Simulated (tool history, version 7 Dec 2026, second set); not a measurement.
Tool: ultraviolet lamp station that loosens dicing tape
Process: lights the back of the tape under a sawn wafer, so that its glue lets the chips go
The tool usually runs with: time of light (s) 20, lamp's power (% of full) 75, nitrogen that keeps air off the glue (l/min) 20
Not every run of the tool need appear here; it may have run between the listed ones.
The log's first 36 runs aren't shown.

| run | hour | time of light (s) | lamp's power (% of full) | nitrogen that keeps air off the glue (l/min) | force that peels the tape off (N) | light that reached the tape (J/m2) |
|---|---|---|---|---|---|---|
| 37 | 443.8 | 36 | 96 | 22 | 0.080 | 12190 |
| 38 | 453.6 | 11 | 75 | 28 | 1.481 | 2930 |
| 39 | 465.8 | 20 | 77 | 27 | 0.325 | 5430 |
| 40 | 479.0 | 23 | 66 | 7 | 1.041 | 5420 |
| 41 | 487.1 | 23 | 66 | 7 | 1.010 | 5410 |
| 42 | 495.1 | 20 | 75 | 10 | 0.800 | 5330 |
| 43 | 507.0 | 20 | 93 | 20 | 0.238 | 6590 |
| 44 | 516.2 | 15 | 63 | 16 | 1.536 | 3320 |

Each row is a separate what-if for the run after 44, all from the same tool condition, not one after another. Results?
| A | 527.2 | 14 | 75 | 15 | ? | ? |
| B | 527.2 | 22 | 65 | 12 | ? | ? |
| C | 527.2 | 39 | 89 | 18 | ? | ? |

| run | force that peels the tape off (N) | light that reached the tape (J/m2) |
|---|---|---|
| A | 1.323 | 3700 |
| B | 0.752 | 5080 |
| C | 0.076 | 12370 |
What these runs would have given with no unlogged condition in the tool:
| run | force that peels the tape off (N) | light that reached the tape (J/m2) |
|---|---|---|
| A | 1.320 | 3700 |
| B | 0.750 | 5080 |
| C | 0.076 | 12380 |
